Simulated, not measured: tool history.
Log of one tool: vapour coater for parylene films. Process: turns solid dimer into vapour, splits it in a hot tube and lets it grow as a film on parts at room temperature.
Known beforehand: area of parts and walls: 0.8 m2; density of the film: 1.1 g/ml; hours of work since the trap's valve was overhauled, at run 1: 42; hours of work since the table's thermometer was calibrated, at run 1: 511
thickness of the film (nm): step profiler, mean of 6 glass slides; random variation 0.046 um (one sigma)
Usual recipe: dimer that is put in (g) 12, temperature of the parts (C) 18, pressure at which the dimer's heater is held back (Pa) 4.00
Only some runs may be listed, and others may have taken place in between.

| run | day | dimer that is put in (g) | temperature of the parts (C) | pressure at which the dimer's heater is held back (Pa) | hours of work since the trap's valve was overhauled | hours of work since the table's thermometer was calibrated | thickness of the film (nm) |
|---|---|---|---|---|---|---|---|
| 1 | 0.000 | 12 | 18 | 4.00 | 42 | 511 | 8960 |
| 2 | 0.875 | 12 | 18 | 4.00 | 55 | 524 | 8920 |
| 3 | 2.500 | 12 | 18 | 4.00 | 77 | 547 | 9080 |
| 4 | 4.250 | 12 | 18 | 4.00 | 102 | 571 | 8910 |
| 5 | 5.446 | 20 | 18 | 4.00 | 119 | 588 | 14930 |
| 6 | 6.404 | 20 | 18 | 4.00 | 132 | 601 | 14910 |
| 7 | 7.329 | 20 | 18 | 4.00 | 145 | 614 | 14890 |
| 8 | 8.104 | 20 | 18 | 4.00 | 156 | 625 | 14990 |
| 9 | 9.275 | 12 | 26 | 4.00 | 172 | 642 | 6520 |
| 10 | 11.121 | 12 | 18 | 4.00 | 198 | 668 | 8950 |
| 11 | 12.429 | 12 | 18 | 4.00 | 217 | 686 | 8930 |
| 12 | 13.412 | 12 | 18 | 6.72 | 231 | 700 | 7840 |
| 13 | 15.092 | 12 | 18 | 3.66 | 254 | 723 | 9110 |
| 14 | 15.992 | 12 | 18 | 3.66 | 267 | 736 | 9090 |
| 15 | 17.138 | 12 | 18 | 4.00 | 283 | 752 | 9000 |
|  | 18.179 | trap's valve overhauled |
| 16 | 18.712 | 14 | 18 | 4.00 | 7 | 772 | 10410 |
| 17 | 19.483 | 14 | 18 | 4.00 | 18 | 783 | 10410 |
| 18 | 20.533 | 14 | 18 | 4.00 | 33 | 798 | 10500 |
| 19 | 21.750 | 10 | 18 | 4.00 | 50 | 815 | 7440 |
| 20 | 23.229 | 12 | 18 | 2.26 | 71 | 835 | 10290 |
| 21 | 24.667 | 12 | 18 | 3.82 | 91 | 856 | 9040 |
| 22 | 25.629 | 12 | 18 | 3.82 | 105 | 869 | 9070 |
| 23 | 26.742 | 12 | 18 | 3.82 | 120 | 885 | 9040 |
| 24 | 28.250 | 12 | 29 | 3.82 | 141 | 906 | 5830 |
| 25 | 29.712 | 12 | 29 | 3.82 | 162 | 926 | 5880 |
| 26 | 31.475 | 12 | 20 | 3.82 | 187 | 951 | 8380 |
| 27 | 32.354 | 12 | 20 | 3.82 | 199 | 964 | 8350 |
| 28 | 33.454 | 8 | 29 | 6.52 | 215 | 979 | 3410 |
| 29 | 34.392 | 22 | 20 | 4.10 | 228 | 992 | 15190 |
| 30 | 35.579 | 22 | 20 | 4.10 | 244 | 1009 | 15170 |
| 31 | 36.529 | 6 | 15 | 5.31 | 258 | 1022 | 4700 |
| 32 | 37.321 | 6 | 15 | 5.31 | 269 | 1033 | 4680 |
| 33 | 38.667 | 6 | 15 | 5.31 | 288 | 1052 | 4700 |
|  | 39.404 | trap's valve overhauled |
| 34 | 40.512 | 16 | 13 | 6.83 | 16 | 1076 | 12930 |
|  | 42.071 | table's thermometer calibrated |
| 35 | 42.208 | 16 | 13 | 6.83 | 39 | 2 | 12860 |
| 36 | 44.058 | 7 | 18 | 6.29 | 65 | 28 | 4700 |
| 37 | 45.600 | 7 | 18 | 6.29 | 86 | 50 | 4700 |
| 38 | 47.333 | 7 | 18 | 2.25 | 111 | 74 | 5980 |
| 39 | 49.192 | 7 | 18 | 2.25 | 137 | 100 | 6080 |
| 40 | 50.075 | 12 | 12 | 4.94 | 149 | 112 | 10750 |
| 41 | 51.583 | 12 | 22 | 8.58 | 170 | 134 | 6400 |
| 42 | 52.488 | 12 | 25 | 9.28 | 183 | 146 | 5530 |
| 43 | 54.075 | 12 | 25 | 9.28 | 206 | 169 | 5540 |
| 44 | 55.962 | 12 | 25 | 9.28 | 232 | 195 | 5580 |
| 45 | 57.238 | 16 | 16 | 4.86 | 250 | 213 | 12340 |
| 46 | 58.562 | 21 | 18 | 2.42 | 269 | 232 | 17850 |
| 47 | 59.821 | 12 | 29 | 8.62 | 286 | 249 | 4820 |

4 ways to go on from here, each from the tool as it stands after run 47. What would each give?
|  | 60.654 | trap's valve overhauled |
| A | 61.875 | 13 | 29 | 8.62 | 17 | 276 | ? |
|  | 60.654 | trap's valve overhauled |
| B | 61.875 | 14 | 18 | 4.00 | 17 | 276 | ? |
|  | 60.654 | trap's valve overhauled |
| C | 61.875 | 6 | 10 | 3.46 | 17 | 276 | ? |
|  | 60.654 | trap's valve overhauled |
| D | 61.875 | 20 | 29 | 2.02 | 17 | 276 | ? |

| run | thickness of the film (nm) |
|---|---|
| A | 5220 |
| B | 10520 |
| C | 6410 |
| D | 11430 |
Without the tool's hidden state the same runs would have given:
| run | thickness of the film (nm) |
|---|---|
| A | 5220 |
| B | 10510 |
| C | 6410 |
| D | 11420 |

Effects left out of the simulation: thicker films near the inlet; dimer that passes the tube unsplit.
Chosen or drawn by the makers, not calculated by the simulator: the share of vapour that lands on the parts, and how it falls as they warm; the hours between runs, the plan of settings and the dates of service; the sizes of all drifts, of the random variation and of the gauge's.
